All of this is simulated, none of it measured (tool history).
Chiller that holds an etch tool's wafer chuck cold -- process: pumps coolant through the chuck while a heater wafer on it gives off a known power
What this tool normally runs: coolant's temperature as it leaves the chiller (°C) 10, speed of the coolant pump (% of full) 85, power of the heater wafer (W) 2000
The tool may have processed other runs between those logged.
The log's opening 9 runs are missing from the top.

run	hour	coolant's temperature as it leaves the chiller (°C)	speed of the coolant pump (% of full)	power of the heater wafer (W)	chuck's temperature once it has settled (°C)	how much warmer the coolant comes back (C)
10	744.4	10	87	2000	22.2	5.00
11	835.5	10	87	2000	21.9	5.04
12	948.5	10	87	2000	21.9	4.97
13	1050.5	10	87	2000	21.7	4.99
14	1110.6	10	63	2000	25.1	7.10
15	1166.8	10	85	2000	22.2	5.10
16	1235.2	10	85	2000	22.1	5.18
# hour 1252.7: coolant changed, channels flushed
17	1365.6	10	85	2000	22.2	5.13
18	1448.6	8	97	2326	20.7	5.22
19	1544.7	15	97	2326	27.7	5.17
# hour 1597.1: chiller's thermometer calibrated
20	1614.7	1	80	2748	18.6	7.50
21	1726.8	3	61	1428	13.9	5.17
22	1797.8	3	61	1428	14.0	5.28
23	1917.9	13	87	2000	25.1	5.00
24	1991.1	13	87	2000	25.1	5.03
25	2095.7	13	78	2000	25.9	5.67
26	2221.9	6	75	2000	19.3	5.88
27	2334.6	19	75	2000	32.2	5.89
28	2418.6	19	75	2000	32.4	5.93

Run 29 comes next. What will it give?
29	2485.7	19	75	2000	?	?

Run 29 measured chuck's temperature once it has settled (°C) 32.1, how much warmer the coolant comes back (C) 5.85.
With no hidden state in the tool, this same run would have given chuck's temperature once it has settled (°C) 32.1, how much warmer the coolant comes back (C) 5.84.
